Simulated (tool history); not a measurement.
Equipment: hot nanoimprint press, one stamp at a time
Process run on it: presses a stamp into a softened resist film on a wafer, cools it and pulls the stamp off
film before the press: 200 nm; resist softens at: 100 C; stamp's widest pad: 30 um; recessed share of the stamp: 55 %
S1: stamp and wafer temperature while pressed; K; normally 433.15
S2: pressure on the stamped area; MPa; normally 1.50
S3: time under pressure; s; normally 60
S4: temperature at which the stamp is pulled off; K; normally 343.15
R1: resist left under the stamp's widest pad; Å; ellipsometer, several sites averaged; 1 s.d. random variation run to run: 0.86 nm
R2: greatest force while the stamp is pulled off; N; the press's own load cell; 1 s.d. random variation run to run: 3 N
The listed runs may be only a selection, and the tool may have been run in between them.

| run | hour | S1 | S2 | S3 | S4 | R1 | R2 |
|---|---|---|---|---|---|---|---|
| 1 | 0.0 | 433.15 | 1.50 | 60 | 343.15 | 1192 | 142 |
| 2 | 12.9 | 433.15 | 1.50 | 60 | 343.15 | 1160 | 145 |
| 3 | 38.6 | 433.15 | 1.50 | 60 | 343.15 | 1172 | 145 |
| 4 | 50.3 | 433.15 | 1.50 | 60 | 343.15 | 1184 | 147 |
| 5 | 74.4 | 433.15 | 1.50 | 60 | 343.15 | 1185 | 152 |
| 6 | 98.8 | 433.15 | 1.50 | 60 | 344.15 | 1189 | 148 |
| 7 | 118.8 | 433.15 | 1.43 | 60 | 344.15 | 1218 | 144 |
| 8 | 138.0 | 433.15 | 1.43 | 60 | 344.15 | 1211 | 148 |
| 9 | 153.1 | 433.15 | 1.43 | 60 | 344.15 | 1211 | 144 |
| 10 | 170.1 | 433.15 | 1.43 | 60 | 344.15 | 1217 | 147 |
| 11 | 196.5 | 433.15 | 1.50 | 60 | 339.15 | 1201 | 169 |
| 12 | 214.4 | 433.15 | 1.50 | 60 | 339.15 | 1201 | 170 |
| 13 | 240.2 | 433.15 | 1.50 | 60 | 339.15 | 1206 | 169 |
| 14 | 262.3 | 433.15 | 1.50 | 60 | 339.15 | 1183 | 176 |
| 15 | 283.5 | 433.15 | 1.50 | 60 | 343.15 | 1192 | 161 |
| 16 | 294.6 | 433.15 | 1.50 | 60 | 343.15 | 1202 | 158 |
| 17 | 312.8 | 440.15 | 1.74 | 54 | 348.15 | 870 | 146 |
| 18 | 334.3 | 434.15 | 1.06 | 60 | 328.15 | 1372 | 215 |
| 19 | 360.3 | 434.15 | 1.06 | 60 | 328.15 | 1353 | 218 |
| 20 | 378.9 | 441.15 | 1.06 | 55 | 334.15 | 1101 | 191 |
| 21 | 405.4 | 441.15 | 1.06 | 55 | 334.15 | 1110 | 199 |
| 22 | 423.9 | 441.15 | 1.06 | 55 | 334.15 | 1099 | 197 |
| 23 | 454.8 | 431.15 | 1.40 | 92 | 334.15 | 1218 | 175 |
| 24 | 467.2 | 440.15 | 1.50 | 74 | 343.15 | 877 | 144 |
| 25 | 490.9 | 440.15 | 1.50 | 74 | 343.15 | 862 | 146 |
| 26 | 512.1 | 440.15 | 1.50 | 74 | 343.15 | 879 | 147 |
| 27 | 526.3 | 440.15 | 1.50 | 74 | 343.15 | 870 | 146 |
| 28 | 544.3 | 435.15 | 1.59 | 54 | 334.15 | 1138 | 174 |
| 29 | 562.7 | 437.15 | 1.59 | 91 | 340.15 | 896 | 161 |

Between the runs listed above, the log contained 1 entry, not reproduced here. Where in the sequence does each belong, and how does what the log doesn't record of the tool's condition differ from the listed run before to the listed run after?
Run 22 -> run 23: stamp cleaned and given a new release coat (hour 433.8)
  true temperature over the reading, C: -0.85 -> -0.9; pressure that arrives at the usual setting, %: 97.93 -> 97.84; grip of the stamp's worn release coat, % over a new coat's: 18.8 -> 0.7
  measured less the result without the state, R1: +41 -> +54 Å; R2: +34 -> +4 N

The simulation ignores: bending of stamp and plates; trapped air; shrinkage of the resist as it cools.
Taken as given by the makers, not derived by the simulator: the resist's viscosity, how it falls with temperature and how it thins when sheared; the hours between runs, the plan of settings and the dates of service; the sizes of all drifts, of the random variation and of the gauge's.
